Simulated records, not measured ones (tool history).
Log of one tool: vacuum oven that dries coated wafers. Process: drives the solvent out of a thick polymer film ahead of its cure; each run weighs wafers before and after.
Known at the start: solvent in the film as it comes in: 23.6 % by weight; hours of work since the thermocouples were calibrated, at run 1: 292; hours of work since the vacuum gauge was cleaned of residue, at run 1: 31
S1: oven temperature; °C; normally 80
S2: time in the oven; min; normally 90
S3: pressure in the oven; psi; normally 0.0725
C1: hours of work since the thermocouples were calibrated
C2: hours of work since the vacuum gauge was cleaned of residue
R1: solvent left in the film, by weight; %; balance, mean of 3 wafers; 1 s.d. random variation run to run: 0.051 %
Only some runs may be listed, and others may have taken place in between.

run	day	S1	S2	S3	C1	C2	R1
1	0.000	80	90	0.0725	292	31	0.96
2	0.638	80	90	0.0725	299	38	0.98
3	1.042	80	90	0.1809	304	43	1.48
4	1.425	90	90	0.1809	308	47	0.64
5	2.158	90	90	0.1809	317	55	0.62
6	2.625	90	90	0.1809	322	60	0.69
7	3.258	90	90	0.1809	329	67	0.54
8	3.750	80	90	0.0725	334	73	0.98
9	4.242	80	90	0.0725	340	78	1.04
10	4.833	80	90	0.0725	347	85	1.07
11	5.350	80	90	0.0725	352	91	1.12
12	5.721	80	90	0.0725	357	95	0.98
13	6.192	80	90	0.0725	362	100	1.02
14	6.783	80	90	0.0725	369	107	1.01
15	7.483	80	90	0.0725	376	115	1.05
16	8.167	80	90	0.0725	384	123	1.05
17	8.475	80	90	0.0725	387	126	1.10
18	8.862	80	81	0.0725	392	130	1.35
19	9.546	80	81	0.0725	400	138	1.34
20	10.150	80	81	0.0725	406	145	1.28
21	10.679	80	81	0.0725	412	151	1.42
22	11.383	80	90	0.0725	420	159	1.09
23	11.988	95	90	0.0725	427	165	0.20
24	12.342	80	90	0.2531	431	169	1.87
25	12.667	67	90	0.0862	435	173	4.24
26	13.204	70	106	0.0862	441	179	2.48
27	13.650	80	90	0.1107	446	184	1.18
28	14.058	80	90	0.1107	450	189	1.29
29	14.683	93	101	0.0541	457	196	0.19
30	15.017	71	143	0.0725	461	199	1.20
31	15.496	71	143	0.0725	466	205	1.15
32	15.908	71	143	0.0725	471	209	1.21
33	16.662	71	143	0.0725	479	218	1.26
34	17.104	74	77	0.2564	484	223	3.91
35	17.675	94	61	0.0714	491	229	0.46
36	17.992	79	83	0.2864	494	233	2.51
37	18.612	79	83	0.2864	501	240	2.54
38	19.125	79	46	0.2864	507	246	5.22
39	19.642	79	69	0.2864	513	251	3.10
40	20.179	89	90	0.0725	519	257	0.33
41	20.846	89	90	0.0725	526	265	0.43
42	21.604	69	49	0.1803	535	273	8.11
43	21.954	69	49	0.1803	539	277	8.11
44	22.438	85	90	0.0599	544	283	0.58
45	22.983	89	90	0.0725	550	289	0.27
46	23.483	80	116	0.0553	556	295	0.57

Some steps in R1, run to run, broken into two amounts with sign: the step expected even without the hidden condition (settings, incoming material, random variation), and the rest, left for the hidden condition together with whatever gauge scatter is not in both the measured and the hidden-condition-free result:
Hidden state present: true wafer temperature over the reading, C; true pressure over the reading, kPa; drift of the gauge itself on solvent_pct, %.
Run 34 -> 35: S1 74 -> 94, S2 77 -> 61, S3 0.2564 -> 0.0714. R1 -3.45 %: hidden state -0.25, all else -3.20.
Run 41 -> 42: S1 89 -> 69, S2 90 -> 49, S3 0.0725 -> 0.1803. R1 +7.68 %: hidden state +0.40, all else +7.28.
Run 43 -> 44: S1 69 -> 85, S2 49 -> 90, S3 0.1803 -> 0.0599. R1 -7.53 %: hidden state -0.37, all else -7.16.
